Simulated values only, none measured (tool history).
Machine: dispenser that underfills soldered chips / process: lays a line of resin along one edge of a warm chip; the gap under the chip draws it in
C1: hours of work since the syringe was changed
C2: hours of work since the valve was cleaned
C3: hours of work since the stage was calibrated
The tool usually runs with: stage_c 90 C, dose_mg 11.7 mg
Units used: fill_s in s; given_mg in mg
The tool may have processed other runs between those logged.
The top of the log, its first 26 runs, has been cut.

Run 27, hour 141.2: usual settings but stage_c 93 C, dose_mg 12.3 mg; C1 5; C2 55; C3 152. Result: fill_s 61.5 s, given_mg 12.06 mg.
At hour 141.8: new syringe of resin.
Run 28, hour 146.4: usual settings but stage_c 78 C, dose_mg 12.8 mg; C1 4; C2 59; C3 155. Result: fill_s 114.9 s, given_mg 12.69 mg.
At hour 148.9: new syringe of resin.
Run 29, hour 153.7: usual settings but stage_c 78 C, dose_mg 12.3 mg; C1 4; C2 65; C3 161. Result: fill_s 117.7 s, given_mg 12.11 mg.
At hour 156.2: new syringe of resin.
Run 30, hour 159.8: usual settings but stage_c 78 C, dose_mg 12.3 mg; C1 3; C2 69; C3 165. Result: fill_s 110.1 s, given_mg 11.96 mg.
At hour 163.0: new syringe of resin.
Run 31, hour 163.0: usual settings but stage_c 78 C, dose_mg 12.3 mg; C1 0; C2 71; C3 168. Result: fill_s 91.8 s, given_mg 11.97 mg.
Run 32, hour 166.4: usual settings but stage_c 88 C, dose_mg 12.8 mg; C1 3; C2 74; C3 170. Result: fill_s 66.2 s, given_mg 12.35 mg.
At hour 169.9: new syringe of resin.
Run 33, hour 173.7: usual settings but dose_mg 13.3 mg; C1 3; C2 79; C3 176. Result: fill_s 62.3 s, given_mg 12.97 mg.
At hour 177.0: new syringe of resin.
Run 34, hour 180.8: usual settings but dose_mg 13.3 mg; C1 3; C2 85; C3 181. Result: fill_s 60.8 s, given_mg 12.89 mg.

Predict each of these 5 candidate next runs independently; none follows another, all start after run 34:
At hour 184.1: new syringe of resin.
Run A, hour 186.4: usual settings; C1 2; C2 89; C3 185. Result: fill_s ?, given_mg ?.
At hour 184.1: new syringe of resin.
Run B, hour 186.4: usual settings but stage_c 98 C, dose_mg 12.1 mg; C1 2; C2 89; C3 185. Result: fill_s ?, given_mg ?.
At hour 184.1: new syringe of resin.
Run C, hour 186.4: usual settings but stage_c 96 C, dose_mg 12.1 mg; C1 2; C2 89; C3 185. Result: fill_s ?, given_mg ?.
At hour 184.1: new syringe of resin.
Run D, hour 186.4: usual settings but stage_c 97 C, dose_mg 15.0 mg; C1 2; C2 89; C3 185. Result: fill_s ?, given_mg ?.
At hour 184.1: new syringe of resin.
Run E, hour 186.4: usual settings but dose_mg 12.3 mg; C1 2; C2 89; C3 185. Result: fill_s ?, given_mg ?.

run  fill_s  given_mg
  A    57.9     11.35
  B    39.8     11.70
  C    43.6     11.77
  D    40.6     14.60
  E    57.4     11.93
With the hidden condition removed and each run's random variation left untouched, the same runs would have given:
run  fill_s  given_mg
  A    53.7     11.71
  B    36.9     12.08
  C    40.4     12.15
  D    37.7     15.06
  E    53.3     12.31
